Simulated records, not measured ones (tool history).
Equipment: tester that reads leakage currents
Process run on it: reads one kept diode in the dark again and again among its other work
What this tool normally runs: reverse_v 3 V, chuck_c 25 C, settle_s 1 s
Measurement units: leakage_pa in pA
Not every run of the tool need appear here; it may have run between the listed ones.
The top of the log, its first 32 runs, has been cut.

{"run": 33, "hour": 3252.5, "reverse_v": 2.16, "chuck_c": 51, "settle_s": 8.73, "leakage_pa": 963.24}
{"hour": 3348.1, "done": "probe card cleaned and baked"}
{"run": 34, "hour": 3369.3, "reverse_v": 3, "chuck_c": 25, "settle_s": 7.06, "leakage_pa": 132.6}
{"run": 35, "hour": 3492.0, "reverse_v": 3, "chuck_c": 25, "settle_s": 7.06, "leakage_pa": 132.33}
{"run": 36, "hour": 3573.2, "reverse_v": 5.61, "chuck_c": 32, "settle_s": 7.06, "leakage_pa": 355.5}
{"run": 37, "hour": 3657.4, "reverse_v": 1.24, "chuck_c": 32, "settle_s": 2.29, "leakage_pa": 148.29}
{"run": 38, "hour": 3752.9, "reverse_v": 3, "chuck_c": 32, "settle_s": 6.49, "leakage_pa": 247.13}
{"run": 39, "hour": 3810.4, "reverse_v": 6.57, "chuck_c": 53, "settle_s": 2.03, "leakage_pa": 2153.54}
{"hour": 3855.8, "done": "chuck's temperature calibrated"}
{"run": 40, "hour": 3924.6, "reverse_v": 6.57, "chuck_c": 53, "settle_s": 2.03, "leakage_pa": 2149.82}

Forecast each of these 4 alternatives for the next run:
{"run": "A", "hour": 4046.1, "reverse_v": 3, "chuck_c": 26, "settle_s": 1.09, "leakage_pa": "?"}
{"run": "B", "hour": 4046.1, "reverse_v": 6.57, "chuck_c": 56, "settle_s": 1.08, "leakage_pa": "?"}
{"run": "C", "hour": 4046.1, "reverse_v": 3.74, "chuck_c": 50, "settle_s": 6.54, "leakage_pa": "?"}
{"run": "D", "hour": 4046.1, "reverse_v": 6.57, "chuck_c": 51, "settle_s": 7.59, "leakage_pa": "?"}

run=A leakage_pa=145.37
run=B leakage_pa=2697.71
run=C leakage_pa=1231.65
run=D leakage_pa=1849.39
Without the tool's hidden state the same runs would have given:
run=A leakage_pa=145.35
run=B leakage_pa=2697.57
run=C leakage_pa=1231.58
run=D leakage_pa=1849.29
